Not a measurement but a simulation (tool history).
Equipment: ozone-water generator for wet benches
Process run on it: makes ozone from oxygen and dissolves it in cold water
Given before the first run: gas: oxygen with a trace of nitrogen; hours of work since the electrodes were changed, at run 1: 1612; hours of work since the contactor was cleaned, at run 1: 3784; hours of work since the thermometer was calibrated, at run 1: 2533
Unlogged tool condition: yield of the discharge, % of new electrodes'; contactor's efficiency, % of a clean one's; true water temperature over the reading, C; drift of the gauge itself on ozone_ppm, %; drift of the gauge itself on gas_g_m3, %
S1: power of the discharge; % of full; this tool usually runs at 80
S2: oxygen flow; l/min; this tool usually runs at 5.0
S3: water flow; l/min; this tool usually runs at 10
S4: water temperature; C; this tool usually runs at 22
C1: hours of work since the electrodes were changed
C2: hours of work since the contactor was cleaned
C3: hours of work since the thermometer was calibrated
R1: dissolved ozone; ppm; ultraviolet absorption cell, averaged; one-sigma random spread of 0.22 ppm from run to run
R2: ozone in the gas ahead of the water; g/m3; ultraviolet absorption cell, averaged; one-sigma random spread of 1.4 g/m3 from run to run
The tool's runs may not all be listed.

run,hour,S1,S2,S3,S4,C1,C2,C3,R1,R2
1,0.0,80,5.0,10,22,1612,3784,2533,30.8,247.4
2,53.7,80,5.7,10,22,1660,3832,2582,30.0,231.4
3,78.2,80,5.7,10,22,1682,3855,2604,30.0,231.8
4,118.0,80,5.7,10,22,1718,3890,2640,29.7,230.6
5,172.5,80,5.7,10,22,1767,3940,2689,29.5,228.9
6,222.5,80,5.0,10,28,1812,3985,2734,27.1,247.9

Estimate the outcome of run 7 from the log above:
# hour 230.4: contactor cleaned
7,260.9,80,5.0,10,28,1843,28,2765,?,?

R1: 26.4 ppm
R2: 250.0 g/m3
Take away the tool's hidden state, keep the run-to-run variation as it was, and the same run would have given R1 29.0 ppm, R2 257.5 g/m3.
